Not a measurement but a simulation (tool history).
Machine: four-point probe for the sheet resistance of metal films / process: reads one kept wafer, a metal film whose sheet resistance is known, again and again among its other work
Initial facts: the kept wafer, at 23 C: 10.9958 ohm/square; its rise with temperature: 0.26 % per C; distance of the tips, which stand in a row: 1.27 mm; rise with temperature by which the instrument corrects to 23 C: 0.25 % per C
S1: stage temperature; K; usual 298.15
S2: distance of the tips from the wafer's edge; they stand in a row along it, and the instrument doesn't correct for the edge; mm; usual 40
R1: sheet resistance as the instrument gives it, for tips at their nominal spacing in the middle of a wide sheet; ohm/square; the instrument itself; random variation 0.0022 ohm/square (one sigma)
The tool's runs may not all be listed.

run     day      S1  S2         R1
  1       0  298.15  40  11.016733
  2    0.65  298.15  40  11.017155
  3   1.133  298.15  40  11.017084
  4   2.212  304.15  40  11.025463
  5     2.8  304.15  40   11.02375
  6   3.746  292.15  40  11.009887
  7   4.292  292.15  40  11.013083
  8   4.775  292.15  40  11.011568
  9   5.304  292.15  40  11.016048
 10   5.783  292.15  40  11.015237
 11   6.683  298.15  40  11.025133
 12   7.438  298.15  40  11.024185
 13   8.217  298.15  40  11.024043
 14   8.758  298.15  40  11.017799
 15   9.829  298.15  40  11.024481
 16  10.846  292.15  40  11.020282
 17  11.325  298.15  29  11.029924
 18  11.975  298.15  29  11.030012
 19  13.138  298.15  40  11.024366
 20  14.079  306.15  40  11.032884
 21  14.879  298.15  40  11.022351
 22   15.65  298.15  20  11.044147
 23  16.758  298.15  20  11.043586
 24  17.554  298.15  20  11.043185
 25  18.133  298.15  36  11.031837
 26  19.188  298.15  36  11.030228
 27  20.312  295.15  40  11.028409
 28  20.933  292.15  28  11.027781
 29  21.438  301.15  17  11.062842
 30  21.962  304.15   4  11.597414
 31  22.954  292.15   5  11.394208
 32  23.712  302.15   7  11.223989
 33  24.871  302.15   7  11.220944
 34  25.717  302.15   7  11.225473
 35  26.779  292.15  65  11.029232
 36   27.65  304.15  10  11.133558
 37  28.762  295.15   4  11.594677
 38  29.796  303.15  17  11.068447
 39  30.321  302.15   6  11.296098
 40  31.088  302.15  17  11.068524
 41  31.967  302.15  17  11.075884
 42  32.775  292.15  37   11.03328
 43  33.521  292.15  37  11.031782

Predict each of these 4 candidate next runs independently; none follows another, all start after run 43:
  A  34.579  294.15  47   ?
  B  34.579  296.15  10   ?
  C  34.579  302.15   4   ?
  D  34.579  308.15  21   ?

run         R1
  A  11.039661
  B  11.124796
  C   11.60698
  D  11.064813
Had the tool no hidden state, the same runs would have come out as:
run         R1
  A  11.002983
  B  11.087842
  C  11.568518
  D  11.027932
